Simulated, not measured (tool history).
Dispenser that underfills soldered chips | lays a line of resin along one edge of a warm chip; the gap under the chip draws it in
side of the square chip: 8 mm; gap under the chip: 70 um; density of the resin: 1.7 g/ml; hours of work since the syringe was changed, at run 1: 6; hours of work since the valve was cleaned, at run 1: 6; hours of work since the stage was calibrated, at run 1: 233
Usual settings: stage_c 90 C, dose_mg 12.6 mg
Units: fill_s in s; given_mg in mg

run,hour,stage_c,dose_mg,hours of work since the syringe was changed,hours of work since the valve was cleaned,hours of work since the stage was calibrated,fill_s,given_mg
1,0,90,12.6,6,6,233,84,12.57
# hour 6.7: new syringe of resin
2,8.6,90,12.6,1,12,240,65.5,12.46
3,13.2,90,12.6,5,16,243,82.7,12.54
4,17.1,90,12.6,8,19,246,101.5,12.48
# hour 20.5: new syringe of resin
5,24.2,90,12.6,3,24,252,69.9,12.42
6,29.3,90,12.6,7,28,256,92.5,12.3
# hour 34.6: new syringe of resin
7,36.6,90,14.3,2,34,261,63.5,14.03
8,42.1,90,15,6,38,266,84.8,14.63
9,47.1,90,13.4,10,42,269,110.5,13.04
# hour 48.5: new syringe of resin
10,53,90,13.4,4,46,274,75.9,13.11
11,60.9,90,12.6,10,53,280,114.3,12.19
# hour 62.3: new syringe of resin
12,67.2,88,12.6,4,57,285,82.1,12.08
# hour 69: dispensing valve cleaned and set on the balance
13,76.5,88,12.6,10,6,291,124.9,12.54
# hour 77.6: new syringe of resin
14,82.9,90,12.2,4,11,296,78,12.05
# hour 91.5: new syringe of resin
15,91.5,90,12.2,0,17,303,60.4,12
16,98.3,90,12.2,5,23,308,85.9,11.95
# hour 105.3: new syringe of resin
17,107.5,90,12.2,2,29,315,68.8,11.96
18,116,90,12.2,8,36,321,103.6,11.86
# hour 119.4: new syringe of resin
19,124.6,90,12.2,4,43,328,76.2,11.74
20,130.8,90,12.2,9,48,333,105.4,11.73
# hour 133.3: new syringe of resin
21,136.9,88,14.4,3,52,337,74.1,13.83
22,143.2,87,11.5,8,57,342,111,11.03
# hour 144.8: dispensing valve cleaned and set on the balance
# hour 148.3: new syringe of resin
23,152.6,87,11.5,3,6,349,79.3,11.45
24,157.6,87,11.5,7,10,353,104.3,11.39
# hour 161.9: new syringe of resin
25,166.6,88,12.6,4,17,359,79.9,12.43
# hour 175.7: new syringe of resin
26,175.7,88,12.6,0,23,366,63.2,12.37
27,183.3,86,10.8,6,29,372,105.4,10.52
# hour 189.9: new syringe of resin
28,192.2,102,11.8,2,36,379,47.1,11.49
29,196,102,11.8,5,39,382,57.8,11.39
30,202.8,92,13.3,10,44,387,106.4,12.78
# hour 203.5: new syringe of resin
31,208.4,88,12.6,4,49,391,81.3,12.12
32,213.8,88,14.3,8,53,396,109.3,13.63
# hour 217.2: new syringe of resin
# hour 220.8: dispensing valve cleaned and set on the balance
33,223.3,76,14.8,4,2,402,121.2,14.72
34,229.9,91,12.6,9,7,407,107.7,12.57
# hour 232: new syringe of resin
35,236.1,102,12.6,3,12,412,52.4,12.45
36,242.4,99,11.1,8,17,417,80.7,10.91

Forecast each of these 3 alternatives for the next run:
# hour 246.1: new syringe of resin
A,249.4,75,11.5,3,22,422,?,?
# hour 246.1: new syringe of resin
B,249.4,87,12.2,3,22,422,?,?
# hour 246.1: new syringe of resin
C,249.4,80,11.1,3,22,422,?,?

run,fill_s,given_mg
A,115.1,11.29
B,81.1,11.97
C,101.5,10.92
Without the tool's hidden state the same runs would have given:
run,fill_s,given_mg
A,88.1,11.49
B,62.6,12.19
C,77.9,11.12
